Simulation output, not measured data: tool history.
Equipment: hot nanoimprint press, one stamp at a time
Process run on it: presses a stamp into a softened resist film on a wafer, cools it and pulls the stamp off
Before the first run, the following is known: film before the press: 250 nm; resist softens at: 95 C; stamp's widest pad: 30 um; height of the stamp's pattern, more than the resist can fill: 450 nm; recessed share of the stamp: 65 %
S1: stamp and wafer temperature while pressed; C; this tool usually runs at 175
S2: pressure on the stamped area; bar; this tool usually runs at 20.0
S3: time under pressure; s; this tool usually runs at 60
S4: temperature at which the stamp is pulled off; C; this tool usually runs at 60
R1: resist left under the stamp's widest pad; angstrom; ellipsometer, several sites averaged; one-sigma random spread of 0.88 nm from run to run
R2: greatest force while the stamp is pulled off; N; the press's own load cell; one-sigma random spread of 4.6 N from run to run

run	hour	S1	S2	S3	S4	R1	R2
1	0.0	175	20.0	60	60	1131	214
# hour 41.2: plate thermocouple calibrated
2	45.5	175	20.0	60	60	1111	231
3	71.9	175	20.0	60	60	1102	228
4	93.6	175	20.0	60	60	1089	242
5	119.9	175	20.0	60	60	1104	249
6	145.6	175	20.0	60	58	1086	264
# hour 179.7: stamp cleaned and given a new release coat
7	199.6	175	20.0	36	58	1317	225
8	226.0	175	20.0	36	58	1295	232
# hour 256.8: plate thermocouple calibrated, once more
9	268.6	175	20.0	36	58	1420	251
10	304.1	175	20.0	36	58	1421	264
11	329.3	175	20.0	36	58	1433	266
12	372.9	175	20.0	60	60	1208	260
# hour 404.9: stamp cleaned and given a new release coat
13	424.5	175	20.0	60	60	1206	232
14	471.1	175	20.5	60	60	1180	239
15	502.0	175	20.5	60	60	1176	247
16	523.8	175	20.5	60	60	1184	239
17	545.2	175	15.5	52	60	1419	246
18	571.1	175	15.5	52	60	1415	247
19	596.2	175	15.5	52	60	1429	249
# hour 626.2: stamp cleaned and given a new release coat
20	630.7	175	15.5	52	60	1423	217
21	662.2	175	20.0	56	45	1220	321
22	696.7	177	30.2	49	55	925	268
23	719.8	177	17.7	63	47	1139	328
24	763.6	181	20.0	33	60	1134	245
25	792.4	181	20.0	33	60	1135	249
26	821.8	183	20.0	112	60	683	260
# hour 850.0: stamp cleaned and given a new release coat
27	855.1	165	20.6	62	60	1691	224
28	892.7	175	20.8	57	58	1169	240
29	933.7	175	25.9	91	47	887	324
# hour 968.0: press's hydraulic seals changed and the load cell set to zero
30	989.1	179	20.0	34	60	1180	237
31	1011.4	185	20.0	117	60	606	244

Predict each of these 3 candidate next runs independently; none follows another, all start after run 31:
A	1038.1	175	20.0	60	60	?	?
B	1038.1	185	20.1	117	53	?	?
C	1038.1	185	16.1	117	60	?	?

run	R1	R2
A	1136	250
B	593	308
C	688	255
With the hidden condition removed and each run's random variation left untouched, the same runs would have given:
run	R1	R2
A	1207	222
B	630	272
C	729	226
